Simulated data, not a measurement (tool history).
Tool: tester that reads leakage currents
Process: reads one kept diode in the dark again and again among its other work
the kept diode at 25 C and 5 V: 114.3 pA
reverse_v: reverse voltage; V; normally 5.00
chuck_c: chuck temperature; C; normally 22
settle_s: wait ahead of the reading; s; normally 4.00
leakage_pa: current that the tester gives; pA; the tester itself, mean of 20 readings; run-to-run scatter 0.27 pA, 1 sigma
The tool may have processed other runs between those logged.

Run 1, hour 0.0: usual settings. Result: leakage_pa 89.21 pA.
Run 2, hour 45.6: usual settings but chuck_c 33 C. Result: leakage_pa 219.47 pA.
Run 3, hour 113.4: usual settings but chuck_c 41 C. Result: leakage_pa 409.21 pA.
Run 4, hour 182.7: usual settings but settle_s 0.31 s. Result: leakage_pa 94.13 pA.
Run 5, hour 212.8: usual settings but chuck_c 33 C. Result: leakage_pa 221.17 pA.
Run 6, hour 249.8: usual settings but chuck_c 48 C. Result: leakage_pa 686.02 pA.
Run 7, hour 299.0: usual settings but chuck_c 48 C. Result: leakage_pa 686.52 pA.
Run 8, hour 331.1: usual settings but chuck_c 48 C. Result: leakage_pa 683.74 pA.
Run 9, hour 397.9: usual settings. Result: leakage_pa 89.77 pA.
Run 10, hour 433.8: usual settings. Result: leakage_pa 89.31 pA.
Run 11, hour 501.8: usual settings but chuck_c 21 C, settle_s 0.59 s. Result: leakage_pa 84.75 pA.
Run 12, hour 539.6: usual settings but chuck_c 21 C, settle_s 0.59 s. Result: leakage_pa 84.39 pA.
Run 13, hour 602.1: usual settings but reverse_v 14.02 V, chuck_c 44 C. Result: leakage_pa 925.05 pA.
Run 14, hour 644.0: usual settings but reverse_v 2.27 V, chuck_c 50 C, settle_s 9.49 s. Result: leakage_pa 503.51 pA.
Run 15, hour 713.3: usual settings but reverse_v 2.27 V, chuck_c 50 C, settle_s 9.49 s. Result: leakage_pa 504.18 pA.
Run 16, hour 777.8: usual settings but reverse_v 2.27 V, chuck_c 50 C, settle_s 9.49 s. Result: leakage_pa 501.51 pA.
Run 17, hour 825.7: usual settings but reverse_v 2.27 V, chuck_c 50 C, settle_s 9.49 s. Result: leakage_pa 503.24 pA.
Run 18, hour 894.7: usual settings but reverse_v 2.27 V, chuck_c 50 C, settle_s 9.49 s. Result: leakage_pa 503.72 pA.
Run 19, hour 925.9: usual settings but reverse_v 16.04 V, chuck_c 25 C, settle_s 0.53 s. Result: leakage_pa 232.32 pA.

3 options for the next run, each taken on its own from the tool as it stands now. Forecast them:
Run A, hour 995.4: usual settings but reverse_v 2.29 V. Result: leakage_pa ?.
Run B, hour 995.4: usual settings but reverse_v 19.13 V, settle_s 2.05 s. Result: leakage_pa ?.
Run C, hour 995.4: usual settings but reverse_v 14.50 V, chuck_c 40 C, settle_s 0.53 s. Result: leakage_pa ?.

run  leakage_pa
  A       56.83
  B      194.55
  C      703.39
Without the tool's hidden state the same runs would have given:
run  leakage_pa
  A       56.73
  B      194.19
  C      702.36

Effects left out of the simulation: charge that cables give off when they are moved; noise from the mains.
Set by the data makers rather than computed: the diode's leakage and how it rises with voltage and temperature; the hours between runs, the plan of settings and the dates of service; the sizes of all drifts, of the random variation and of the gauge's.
